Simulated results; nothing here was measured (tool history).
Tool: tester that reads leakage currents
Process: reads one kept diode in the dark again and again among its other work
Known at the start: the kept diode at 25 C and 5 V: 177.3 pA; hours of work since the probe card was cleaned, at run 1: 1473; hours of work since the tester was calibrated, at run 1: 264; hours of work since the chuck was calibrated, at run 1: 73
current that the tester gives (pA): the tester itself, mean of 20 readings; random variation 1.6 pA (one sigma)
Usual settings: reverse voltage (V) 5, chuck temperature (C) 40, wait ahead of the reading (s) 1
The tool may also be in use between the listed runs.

run    hour  reverse voltage (V)  chuck temperature (C)  wait ahead of the reading (s)  hours of work since the probe card was cleaned  hours of work since the tester was calibrated  hours of work since the chuck was calibrated  current that the tester gives (pA)
  1       0                    5                     40                              1                                            1473                                            264                                            73                                 517
  2    54.6                    5                     40                              1                                            1498                                            289                                            98                              518.37
  3   117.6                  9.7                     40                              1                                            1527                                            317                                           127                               641.5
  4     188                  9.7                     40                              1                                            1559                                            349                                           159                              635.51
  5   228.8                12.75                     40                              1                                            1577                                            368                                           178                              696.39
  6   272.6                12.75                     40                           0.49                                            1597                                            388                                           198                              699.22
  7   363.4                12.75                     40                           0.49                                            1639                                            430                                           239                              692.96
  8   411.8                16.81                     40                           0.49                                            1661                                            452                                           261                              757.74
  9   467.8                16.81                     40                           0.49                                            1686                                            477                                           287                              755.56
 10     525                    5                     40                              1                                            1713                                            503                                           313                              498.58
 11   598.8                    5                     51                           0.32                                            1746                                            537                                           347                             1015.75
      609.9  -- chuck's temperature calibrated
 12   690.7                 9.58                     33                              1                                            1787                                            578                                            37                              365.34
 13   762.6                  1.3                     33                           5.17                                            1820                                            611                                            70                              181.27
 14   807.5                 6.31                     28                           0.41                                            1841                                            632                                            90                              219.97
 15     908                 5.72                     21                            2.9                                            1887                                            677                                           136                              126.08
 16   992.4                 4.55                     51                              1                                            1925                                            716                                           175                              914.95
 17    1081                 4.55                     21                           2.19                                            1966                                            756                                           215                              114.04
     1128.5  -- chuck's temperature calibrated, once more
 18  1152.4                  2.2                     41                           3.34                                            1997                                            788                                            11                              425.72
 19  1237.6                 1.64                     27                           5.18                                            2036                                            827                                            50                              142.74

Forecast each of these 4 alternatives for the next run:
  A  1304.1                 3.02                     40                           0.49                                            2067                                            857                                            80                                   ?
  B  1304.1                 4.81                     33                           8.23                                            2067                                            857                                            80                                   ?
  C  1304.1                    5                     40                           0.48                                            2067                                            857                                            80                                   ?
  D  1304.1                 1.81                     27                           0.36                                            2067                                            857                                            80                                   ?

run  current that the tester gives (pA)
  A                              437.89
  B                              316.85
  C                              516.93
  D                              147.26
Without the tool's hidden state the same runs would have given:
run  current that the tester gives (pA)
  A                               442.2
  B                              315.94
  C                              519.65
  D                               147.7
